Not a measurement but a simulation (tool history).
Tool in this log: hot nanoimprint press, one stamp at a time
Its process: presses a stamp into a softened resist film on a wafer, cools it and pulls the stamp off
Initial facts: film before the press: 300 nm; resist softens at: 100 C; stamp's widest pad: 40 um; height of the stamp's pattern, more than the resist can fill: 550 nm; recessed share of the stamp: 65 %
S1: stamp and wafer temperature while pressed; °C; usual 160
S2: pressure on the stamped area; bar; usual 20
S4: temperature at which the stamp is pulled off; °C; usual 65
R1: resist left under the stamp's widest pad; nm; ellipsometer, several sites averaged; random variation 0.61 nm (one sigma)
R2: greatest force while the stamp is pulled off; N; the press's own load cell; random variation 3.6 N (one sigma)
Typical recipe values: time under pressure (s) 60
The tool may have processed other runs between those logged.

run 1 hour=0 | S1=160 S2=20 time_under_pressure_(s)=60 S4=65 | R1=146.3 R2=174
run 2 hour=13.9 | S1=160 S2=30.3 time_under_pressure_(s)=60 S4=65 | R1=118.9 R2=178
run 3 hour=24.6 | S1=160 S2=20 time_under_pressure_(s)=60 S4=65 | R1=145.4 R2=175
run 4 hour=44.4 | S1=160 S2=20 time_under_pressure_(s)=60 S4=65 | R1=146.9 R2=177
run 5 hour=63.9 | S1=160 S2=20 time_under_pressure_(s)=60 S4=65 | R1=147.3 R2=176
run 6 hour=73.4 | S1=160 S2=20 time_under_pressure_(s)=60 S4=56 | R1=146.3 R2=214
run 7 hour=89 | S1=160 S2=20 time_under_pressure_(s)=60 S4=56 | R1=148.1 R2=222
-- hour=100.7 stamp cleaned and given a new release coat
run 8 hour=109.1 | S1=160 S2=20 time_under_pressure_(s)=60 S4=65 | R1=148.7 R2=179
run 9 hour=122.6 | S1=153 S2=20 time_under_pressure_(s)=60 S4=65 | R1=180.3 R2=173

Forecast run 10:
run 10 hour=131.5 | S1=160 S2=20 time_under_pressure_(s)=57 S4=52 | R1=? R2=?

R1: 152.2 nm
R2: 247 N
Were there no unlogged condition in the tool, this run, its random variation unchanged, would have produced R1 150.1 nm, R2 246 N.
